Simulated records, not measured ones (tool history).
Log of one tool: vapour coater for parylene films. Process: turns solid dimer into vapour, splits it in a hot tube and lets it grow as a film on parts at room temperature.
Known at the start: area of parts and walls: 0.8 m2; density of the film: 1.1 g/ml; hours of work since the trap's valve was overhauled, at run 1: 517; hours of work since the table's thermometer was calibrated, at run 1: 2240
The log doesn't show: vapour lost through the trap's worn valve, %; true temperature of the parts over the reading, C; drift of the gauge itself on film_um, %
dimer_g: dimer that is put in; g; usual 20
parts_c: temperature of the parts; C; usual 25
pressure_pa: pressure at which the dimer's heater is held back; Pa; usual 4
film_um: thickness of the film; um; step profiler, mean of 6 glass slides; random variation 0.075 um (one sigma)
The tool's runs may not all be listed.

run    hour  dimer_g  parts_c  pressure_pa  hours of work since the trap's valve was overhauled  hours of work since the table's thermometer was calibrated  film_um
  1       0       20       25            4                                                  517                                                        2240    12.24
  2    52.2       10       25            4                                                  557                                                        2280     6.05
      125.4  -- table's thermometer calibrated
  3   135.1       20       30            4                                                  619                                                           7    11.27
      167.2  -- trap's valve overhauled
  4   214.6       20       30            4                                                   36                                                          65    11.56
  5   256.2       20       30            4                                                   68                                                          97    11.65
  6   339.6       10       30            4                                                  132                                                         160     5.81
  7   376.9       20       25            4                                                  160                                                         189    12.64
  8   429.1       20       25            4                                                  200                                                         229    12.62
  9   470.3       20       25            4                                                  231                                                         260    12.64
 10   549.6       20       25            4                                                  292                                                         321    12.46
 11   620.9       20       34            4                                                  346                                                         375    10.59
 12   666.9       20       34            4                                                  381                                                         410    10.62
 13     744       20       25            4                                                  440                                                         469    12.51
 14   811.5       20       25            4                                                  492                                                         520    12.36
 15   881.6       20       25            4                                                  545                                                         574    12.21
 16   945.5       20       25         2.13                                                  594                                                         623    14.32
     1011.1  -- trap's valve overhauled
 17  1032.6       35       25            4                                                   16                                                         686    22.37
 18  1113.9       35       25            4                                                   78                                                         748    22.35
 19  1175.9       20       25            4                                                  126                                                         795    12.62
 20  1240.6       20       25            4                                                  175                                                         845    12.71
 21  1284.1       20       25            4                                                  208                                                         878    12.62
 22  1329.4       20       25            4                                                  243                                                         912    12.72
 23  1372.7       32       25            4                                                  276                                                         946    19.89
 24  1428.1       20       33            4                                                  318                                                         988    10.86
 25  1467.2       26       25            4                                                  348                                                        1018    16.25
 26  1532.8       27       32            4                                                  398                                                        1068    14.79
 27    1597        9       18         6.17                                                  447                                                        1117     5.68
 28  1660.6       20       32         6.78                                                  496                                                        1165     9.54
 29  1732.8       13       36         5.33                                                  551                                                        1220     6.14
 30  1779.8       13       30         2.88                                                  586                                                        1256     7.87
     1852.7  -- trap's valve overhauled
 31  1852.7       13       23         2.88                                                    0                                                        1309     9.25
 32  1896.4       20       25         2.69                                                   33                                                        1342    13.89
 33  1975.2       20       28         2.69                                                   94                                                        1402    13.05
 34  2034.2       20       28         2.69                                                  138                                                        1447    13.04
 35  2082.8        8       25            4                                                  176                                                        1484     5.05
 36  2139.7        8       23         7.89                                                  219                                                        1528      4.4
 37  2210.5       19       25            4                                                  273                                                        1582    11.74
 38  2247.7       17       17         4.87                                                  301                                                        1610    11.66
 39  2322.3       17       17         4.87                                                  358                                                        1667    11.62
 40  2365.2       20       25         5.04                                                  391                                                        1700    11.71
 41  2422.5       13       17            4                                                  435                                                        1743     9.16
 42  2467.8       13       17            4                                                  469                                                        1778     9.19
 43  2517.1       29       32            4                                                  507                                                        1816    15.74

Forecast each of these 3 alternatives for the next run:
  A  2556.9       29       20          4.3                                                  537                                                        1846        ?
  B  2556.9       16       20        10.64                                                  537                                                        1846        ?
  C  2556.9       10       32         2.93                                                  537                                                        1846        ?

run  film_um
  A    18.89
  B      8.4
  C     5.79
Without the tool's hidden state the same runs would have given:
run  film_um
  A    19.92
  B     8.86
  C      6.1
